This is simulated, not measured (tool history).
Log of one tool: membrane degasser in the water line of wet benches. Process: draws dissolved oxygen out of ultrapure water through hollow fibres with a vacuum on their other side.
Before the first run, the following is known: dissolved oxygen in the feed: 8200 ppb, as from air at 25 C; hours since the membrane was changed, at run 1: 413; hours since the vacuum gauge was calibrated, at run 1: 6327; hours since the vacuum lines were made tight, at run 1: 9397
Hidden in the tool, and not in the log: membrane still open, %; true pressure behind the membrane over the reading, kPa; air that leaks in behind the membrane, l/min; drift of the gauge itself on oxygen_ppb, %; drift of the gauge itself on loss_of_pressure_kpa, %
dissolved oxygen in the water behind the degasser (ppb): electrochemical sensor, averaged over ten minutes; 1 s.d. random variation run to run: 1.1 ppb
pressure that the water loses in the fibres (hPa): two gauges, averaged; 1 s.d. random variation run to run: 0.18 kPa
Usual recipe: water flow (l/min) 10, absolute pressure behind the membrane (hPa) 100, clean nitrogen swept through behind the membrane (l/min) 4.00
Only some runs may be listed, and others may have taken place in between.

run	hour	water flow (l/min)	absolute pressure behind the membrane (hPa)	clean nitrogen swept through behind the membrane (l/min)	hours since the membrane was changed	hours since the vacuum gauge was calibrated	hours since the vacuum lines were made tight	dissolved oxygen in the water behind the degasser (ppb)	pressure that the water loses in the fibres (hPa)
1	0.0	10	100	4.00	413	6327	9397	108.9	343.0
2	57.2	10	100	4.00	470	6384	9455	108.3	339.5
3	100.9	10	100	4.00	514	6428	9498	107.5	341.8
4	144.8	10	100	4.00	558	6471	9542	109.6	341.6
5	214.8	10	100	4.00	628	6541	9612	108.7	343.8
6	294.3	10	100	4.00	707	6621	9692	108.9	342.8
7	333.5	10	100	4.08	746	6660	9731	108.5	343.1
8	375.5	10	244	4.08	788	6702	9773	195.0	342.2
9	438.6	10	244	4.08	851	6765	9836	192.9	340.7
10	473.5	10	244	4.08	886	6800	9871	190.1	342.5
11	542.4	10	244	4.08	955	6869	9940	192.7	341.9
12	604.4	15	244	4.08	1017	6931	10002	467.0	508.7
13	661.6	15	244	4.08	1074	6988	10059	463.8	511.7
14	741.7	15	244	4.08	1154	7068	10139	464.0	513.5
15	815.6	15	244	4.08	1228	7142	10213	464.9	510.6
16	884.8	15	244	4.08	1298	7211	10282	462.0	516.1
17	919.4	12	227	4.08	1332	7246	10317	281.7	409.3
18	965.6	10	114	7.62	1378	7292	10363	96.0	339.9
19	1015.5	6	110	4.71	1428	7342	10413	29.7	207.0
20	1099.4	15	184	3.06	1512	7426	10497	457.5	511.5
21	1182.2	13	107	3.06	1595	7509	10580	256.7	446.1
22	1245.4	10	193	11.09	1658	7572	10643	101.8	343.8
23	1293.1	10	193	11.09	1706	7620	10691	105.6	341.2
24	1328.6	15	61	4.81	1741	7655	10726	305.6	519.1
25	1403.5	15	173	8.51	1816	7730	10801	338.5	511.8
26	1458.9	15	140	5.70	1872	7786	10856	356.4	513.8
27	1538.5	13	65	4.00	1951	7865	10936	204.9	446.2
28	1576.3	13	65	4.00	1989	7903	10974	207.6	444.4

Forecast each of these 4 alternatives for the next run:
A	1649.7	15	227	2.06	2062	7976	11047	?	?
B	1649.7	8	94	4.00	2062	7976	11047	?	?
C	1649.7	9	117	3.36	2062	7976	11047	?	?
D	1649.7	10	100	4.98	2062	7976	11047	?	?

run	dissolved oxygen in the water behind the degasser (ppb)	pressure that the water loses in the fibres (hPa)
A	595.4	509.1
B	54.1	273.4
C	96.0	307.7
D	101.1	340.9
Without the tool's unlogged condition, the same runs would have read:
run	dissolved oxygen in the water behind the degasser (ppb)	pressure that the water loses in the fibres (hPa)
A	595.2	509.1
B	54.0	273.4
C	95.9	307.7
D	101.0	340.9
